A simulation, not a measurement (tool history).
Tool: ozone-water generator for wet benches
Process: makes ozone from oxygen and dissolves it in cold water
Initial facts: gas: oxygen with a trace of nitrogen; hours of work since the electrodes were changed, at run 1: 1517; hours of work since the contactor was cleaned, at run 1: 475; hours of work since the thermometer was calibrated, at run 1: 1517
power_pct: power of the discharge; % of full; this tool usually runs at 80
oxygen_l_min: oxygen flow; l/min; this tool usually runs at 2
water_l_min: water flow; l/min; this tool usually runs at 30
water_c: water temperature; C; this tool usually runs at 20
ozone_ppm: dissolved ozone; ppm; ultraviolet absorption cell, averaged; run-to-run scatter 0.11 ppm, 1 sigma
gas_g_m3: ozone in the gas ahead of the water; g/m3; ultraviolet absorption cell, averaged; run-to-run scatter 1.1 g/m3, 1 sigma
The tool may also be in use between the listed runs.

run	hour	power_pct	oxygen_l_min	water_l_min	water_c	hours of work since the electrodes were changed	hours of work since the contactor was cleaned	hours of work since the thermometer was calibrated	ozone_ppm	gas_g_m3
1	0	80	2	30	20	1517	475	1517	9.4	200.1
2	63.8	80	2	30	20	1556	515	1556	9.2	202.3
3	126.9	80	2	30	20	1596	554	1596	9.2	200.1
4	210.4	80	2	30	20	1648	606	1648	9.2	199.7
5	310.3	80	2	30	22	1710	669	1710	9.1	201
6	381.5	80	2	30	22	1755	713	1755	9.2	199.9
7	486.4	80	2	35	20	1820	779	1820	7.8	197.7
8	629.6	80	2	35	20	1910	868	1910	7.9	198.7
9	780.2	80	2	35	20	2004	962	2004	7.8	200.1
10	909.4	80	2	35	20	2084	1043	2084	7.9	198.3
11	1005.1	80	2	35	20	2144	1103	2144	7.7	197.4
12	1078.1	80	2	35	20	2190	1148	2190	7.9	198
13	1144.5	80	2	35	20	2231	1190	2231	7.8	196
14	1216.4	80	2	35	20	2276	1234	2276	7.9	198.5
15	1360.4	80	1.67	35	20	2366	1324	2366	7.5	215.9
16	1443.9	80	1.67	35	20	2418	1377	2418	7.4	214.3
17	1526.4	80	1.67	35	20	2470	1428	2470	7.3	214.3
18	1673.3	80	2.78	35	23	2561	1520	2561	8.6	168.1
19	1753.4	80	2.78	35	23	2611	1570	2611	8.6	169.9
20	1884.8	51	2.4	35	23	2693	1652	2693	6	127.9
21	1963.9	57	2.4	35	16	2743	1701	2743	6.7	140.2
22	2053.7	80	2	24	20	2799	1757	2799	11.9	194.6
23	2132.1	80	2	24	20	2848	1806	2848	11.6	196.7
# hour 2180.4: gauge calibrated
24	2261.8	80	3.08	40	20	2929	1887	2929	8	165.3
25	2399.7	80	3.08	40	20	3015	1973	3015	7.8	164.4
26	2534.2	80	1.15	46	20	3099	2057	3099	4.7	260.6
27	2649	80	2	25	20	3171	2129	3171	11.2	200.4
28	2753.3	80	2.1	28	20	3236	2194	3236	10.2	196.2
29	2825.2	45	2.1	33	20	3281	2239	3281	5.7	125.5
30	2916.3	45	2.69	33	13	3338	2296	3338	6.2	112.9
31	3033.8	80	1.45	23	20	3411	2369	3411	10.8	232.6
32	3169.7	80	1.45	23	20	3496	2454	3496	10.8	228.3

4 ways to go on from here, each from the tool as it stands after run 32. What would each give?
A	3254.3	80	1.15	30	20	3549	2507	3549	?	?
B	3254.3	62	1.74	21	20	3549	2507	3549	?	?
C	3254.3	45	2.46	23	20	3549	2507	3549	?	?
D	3254.3	80	1.17	31	14	3549	2507	3549	?	?

run	ozone_ppm	gas_g_m3
A	7.3	255.9
B	10.6	175.7
C	8.4	117.1
D	7.7	253.6
Without the tool's unlogged condition, the same runs would have read:
run	ozone_ppm	gas_g_m3
A	7.3	259.9
B	10.6	178.4
C	8.4	118.9
D	7.7	257.6
